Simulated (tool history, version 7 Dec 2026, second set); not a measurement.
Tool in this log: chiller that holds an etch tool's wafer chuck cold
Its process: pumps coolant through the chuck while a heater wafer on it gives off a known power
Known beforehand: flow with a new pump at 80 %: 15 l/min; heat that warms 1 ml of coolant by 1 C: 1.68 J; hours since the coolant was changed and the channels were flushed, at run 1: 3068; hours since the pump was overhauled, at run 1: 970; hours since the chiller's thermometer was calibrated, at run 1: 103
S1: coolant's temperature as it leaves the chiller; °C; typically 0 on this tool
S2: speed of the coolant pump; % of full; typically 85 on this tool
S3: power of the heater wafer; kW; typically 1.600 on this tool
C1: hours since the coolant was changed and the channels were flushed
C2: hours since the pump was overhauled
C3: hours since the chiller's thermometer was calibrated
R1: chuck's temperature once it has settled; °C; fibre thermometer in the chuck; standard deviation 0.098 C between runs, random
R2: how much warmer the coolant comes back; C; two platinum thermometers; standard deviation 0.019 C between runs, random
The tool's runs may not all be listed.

run 1 hour=0.0 | S1=0 S2=85 S3=1.600 | C1=3068 C2=970 C3=103 | R1=8.97 R2=3.56
run 2 hour=30.8 | S1=0 S2=85 S3=0.916 | C1=3099 C2=1001 C3=134 | R1=5.11 R2=2.03
run 3 hour=47.2 | S1=0 S2=85 S3=0.916 | C1=3116 C2=1017 C3=150 | R1=5.12 R2=1.98
run 4 hour=70.9 | S1=-10 S2=85 S3=1.600 | C1=3139 C2=1041 C3=174 | R1=-1.19 R2=3.53
run 5 hour=89.6 | S1=0 S2=85 S3=1.600 | C1=3158 C2=1060 C3=193 | R1=8.69 R2=3.51
run 6 hour=125.5 | S1=0 S2=85 S3=1.600 | C1=3194 C2=1096 C3=229 | R1=8.81 R2=3.55
run 7 hour=148.4 | S1=0 S2=85 S3=1.600 | C1=3217 C2=1119 C3=252 | R1=8.74 R2=3.50
run 8 hour=166.2 | S1=0 S2=85 S3=1.883 | C1=3235 C2=1136 C3=269 | R1=10.49 R2=4.10
run 9 hour=185.9 | S1=0 S2=85 S3=1.883 | C1=3254 C2=1156 C3=289 | R1=10.51 R2=4.12
run 10 hour=223.3 | S1=0 S2=70 S3=1.600 | C1=3292 C2=1193 C3=326 | R1=10.88 R2=4.33
run 11 hour=256.1 | S1=0 S2=70 S3=1.600 | C1=3324 C2=1226 C3=359 | R1=10.96 R2=4.29
run 12 hour=274.8 | S1=0 S2=70 S3=1.600 | C1=3343 C2=1245 C3=378 | R1=10.89 R2=4.25
run 13 hour=292.0 | S1=0 S2=63 S3=1.600 | C1=3360 C2=1262 C3=395 | R1=12.02 R2=4.80
run 14 hour=319.1 | S1=-6 S2=85 S3=1.600 | C1=3387 C2=1289 C3=422 | R1=2.82 R2=3.40
run 15 hour=347.0 | S1=0 S2=85 S3=1.600 | C1=3415 C2=1317 C3=450 | R1=8.87 R2=3.41
run 16 hour=368.1 | S1=0 S2=85 S3=1.600 | C1=3436 C2=1338 C3=471 | R1=8.93 R2=3.40
run 17 hour=391.9 | S1=0 S2=85 S3=1.600 | C1=3460 C2=1362 C3=495 | R1=8.80 R2=3.37
run 18 hour=419.6 | S1=0 S2=82 S3=1.513 | C1=3488 C2=1390 C3=523 | R1=8.69 R2=3.32
run 19 hour=441.3 | S1=-3 S2=86 S3=1.472 | C1=3510 C2=1411 C3=544 | R1=5.21 R2=3.07
run 20 hour=475.3 | S1=-9 S2=77 S3=0.930 | C1=3544 C2=1445 C3=578 | R1=-3.37 R2=2.07
run 21 hour=490.5 | S1=-8 S2=75 S3=1.217 | C1=3559 C2=1461 C3=594 | R1=-0.27 R2=2.90
run 22 hour=525.7 | S1=-8 S2=75 S3=1.217 | C1=3594 C2=1496 C3=629 | R1=-0.34 R2=2.87
run 23 hour=548.1 | S1=6 S2=75 S3=1.055 | C1=3616 C2=1518 C3=651 | R1=12.61 R2=2.43
run 24 hour=584.5 | S1=6 S2=75 S3=1.055 | C1=3653 C2=1555 C3=688 | R1=12.80 R2=2.42
run 25 hour=604.7 | S1=6 S2=75 S3=0.974 | C1=3673 C2=1575 C3=708 | R1=12.03 R2=2.21
run 26 hour=636.9 | S1=5 S2=75 S3=1.017 | C1=3705 C2=1607 C3=740 | R1=11.46 R2=2.34
run 27 hour=652.9 | S1=5 S2=97 S3=1.031 | C1=3721 C2=1623 C3=756 | R1=10.09 R2=1.69
run 28 hour=679.2 | S1=5 S2=97 S3=1.031 | C1=3748 C2=1649 C3=782 | R1=9.96 R2=1.66
run 29 hour=702.7 | S1=-7 S2=97 S3=1.370 | C1=3771 C2=1673 C3=806 | R1=-0.29 R2=2.31

Measured minus without-hidden-state, run by run (identical run-to-run variation in each term; gauge scatter may differ):
The hidden state here: heat passed by the chuck's channels, % of clean ones'; flow at a given pump speed, % of a new pump's; coolant's true temperature over the reading, C; drift of the gauge itself on chuck_c, C; drift of the gauge itself on warmer_back_c, C.
run=1 R2=+0.01
run=2 R2=-0.02
run=3 R2=-0.02
run=4 R2=-0.03
run=5 R2=-0.04
run=6 R2=-0.05
run=7 R2=-0.07
run=8 R2=-0.08
run=9 R2=-0.08
run=10 R2=-0.10
run=11 R2=-0.11
run=12 R2=-0.12
run=13 R2=-0.13
run=14 R2=-0.14
run=15 R2=-0.15
run=16 R2=-0.16
run=17 R2=-0.17
run=18 R2=-0.19
run=19 R2=-0.20
run=20 R2=-0.21
run=21 R2=-0.22
run=22 R2=-0.23
run=23 R2=-0.25
run=24 R2=-0.26
run=25 R2=-0.27
run=26 R2=-0.28
run=27 R2=-0.29
run=28 R2=-0.30
run=29 R2=-0.31
R1 without the hidden state stays within 0.02 °C of what was measured, in all runs.
